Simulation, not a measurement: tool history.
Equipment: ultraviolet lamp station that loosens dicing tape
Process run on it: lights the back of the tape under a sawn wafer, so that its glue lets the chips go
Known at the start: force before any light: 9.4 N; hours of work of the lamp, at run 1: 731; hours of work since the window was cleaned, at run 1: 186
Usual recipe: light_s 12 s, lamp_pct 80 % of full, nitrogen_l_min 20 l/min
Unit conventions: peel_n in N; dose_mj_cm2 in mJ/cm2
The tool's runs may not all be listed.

run,hour,light_s,lamp_pct,nitrogen_l_min,hours of work of the lamp,hours of work since the window was cleaned,peel_n,dose_mj_cm2
1,0.0,12,80,20,731,186,0.946,441
2,63.7,12,80,20,757,212,0.965,438
3,132.0,12,64,20,786,241,1.551,344
4,165.9,12,80,20,800,255,1.010,424
5,240.0,12,80,20,830,286,1.047,427
6,303.8,12,80,20,857,312,1.088,415
7,344.7,6,80,20,874,329,3.293,210
8,386.7,6,80,20,891,346,3.210,208
9,445.4,12,80,20,915,371,1.112,405
# hour 449.0: window cleaned of glue's vapour
10,504.7,12,80,20,940,23,1.251,389
11,562.7,12,80,20,964,47,1.274,380
12,614.5,12,80,20,985,69,1.294,383
13,658.1,17,97,16,1003,87,0.427,637
14,726.0,19,74,20,1031,115,0.571,540
15,771.2,12,61,9,1050,133,2.799,283
# hour 782.1: window cleaned of glue's vapour, once more
16,803.4,12,65,9,1063,9,2.149,333
17,849.5,8,99,9,1082,28,2.186,332
18,892.6,8,69,13,1100,46,3.070,231
19,925.7,8,69,13,1114,59,3.091,235
20,1000.7,8,69,13,1145,91,3.216,224
21,1076.1,8,61,11,1176,122,3.655,200
22,1116.8,8,73,12,1193,139,3.132,234
23,1161.8,8,80,8,1212,157,3.182,251
24,1211.4,8,80,8,1232,178,3.255,254

Predict each of these 3 candidate next runs independently; none follows another, all start after run 24:
A,1262.6,12,80,13,1253,199,?,?
B,1262.6,10,74,17,1253,199,?,?
C,1262.6,12,80,38,1253,199,?,?

run,peel_n,dose_mj_cm2
A,1.601,374
B,2.251,289
C,1.052,378
The same runs, with their run-to-run variation unchanged, on a tool lacking any hidden condition would have given:
run,peel_n,dose_mj_cm2
A,0.682,563
B,1.102,435
C,0.392,570
